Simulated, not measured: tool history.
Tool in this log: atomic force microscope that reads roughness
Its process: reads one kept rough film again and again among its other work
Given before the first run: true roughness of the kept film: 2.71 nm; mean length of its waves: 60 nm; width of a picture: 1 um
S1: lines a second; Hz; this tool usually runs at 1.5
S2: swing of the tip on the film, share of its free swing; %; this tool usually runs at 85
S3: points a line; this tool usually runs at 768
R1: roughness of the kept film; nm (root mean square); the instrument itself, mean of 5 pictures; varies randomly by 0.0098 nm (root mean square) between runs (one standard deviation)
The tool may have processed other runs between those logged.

run,hour,S1,S2,S3,R1
1,0,1.5,85,768,2.222
2,14.3,1.5,85,768,2.2
3,26.6,1.5,85,768,2.203
4,47.1,1.5,85,768,2.206
5,65.8,1.5,67,768,2.381
6,81.9,1.5,67,399,2.373
7,98.2,1.5,67,399,2.353
8,110.7,1.49,85,768,2.128
9,128.1,1.49,85,768,2.238
10,142.1,1.49,85,768,2.225
11,164.3,1.49,85,768,2.199
12,181.2,1.49,57,768,2.48
13,196.1,1.5,85,360,2.171
14,207.5,1.5,72,768,2.341
15,223.5,1.5,72,768,2.329
16,239.8,1.5,71,768,2.332
17,261.3,1.5,85,307,2.142
18,280.3,1.5,85,275,2.213
19,292.8,2.69,76,692,2.182
20,309.4,2.69,81,406,2.08
21,320.9,0.55,85,936,2.445
22,334.5,0.55,86,936,2.403
23,344.7,1.5,76,354,2.31
24,356.8,1.5,76,354,2.3
25,375.5,1.5,76,354,2.284
26,389.8,0.75,85,768,2.34
27,407.8,0.75,65,389,2.42
28,424.2,0.75,65,389,2.527
29,436.3,0.75,65,389,2.555
30,458.7,1.02,66,693,2.488
31,470.8,1.35,85,768,2.225
32,488.3,1.35,85,768,2.223
33,498.8,1.5,85,476,2.189
34,513.8,1.18,75,473,2.362
35,526.6,2.22,57,473,2.431

Between the runs listed above, the log contained 3 entries, not reproduced here. Where in the sequence does each belong, and how does what the log doesn't record of the tool's condition differ from the listed run before to the listed run after?
Logged between run 8 and run 9: new tip fitted (hour 114.3)
  radius of the tip, nm: 27.4 -> 12.7; height scale over the true one, %: 0.26 -> 0.27
  the result without the hidden state subtracted from the measured one, R1: -0.101 -> -0.011 nm (root mean square)
Logged between run 17 and run 18: new tip fitted (hour 264.7)
  radius of the tip, nm: 27.8 -> 12.5
  the result without the hidden state subtracted from the measured one, R1: -0.103 -> -0.008 nm (root mean square)
Logged between run 27 and run 28: new tip fitted (hour 415.5)
  radius of the tip, nm: 27 -> 11.6; height scale over the true one, %: 0.35 -> 0.36
  the result without the hidden state subtracted from the measured one, R1: -0.11 -> -0.003 nm (root mean square)

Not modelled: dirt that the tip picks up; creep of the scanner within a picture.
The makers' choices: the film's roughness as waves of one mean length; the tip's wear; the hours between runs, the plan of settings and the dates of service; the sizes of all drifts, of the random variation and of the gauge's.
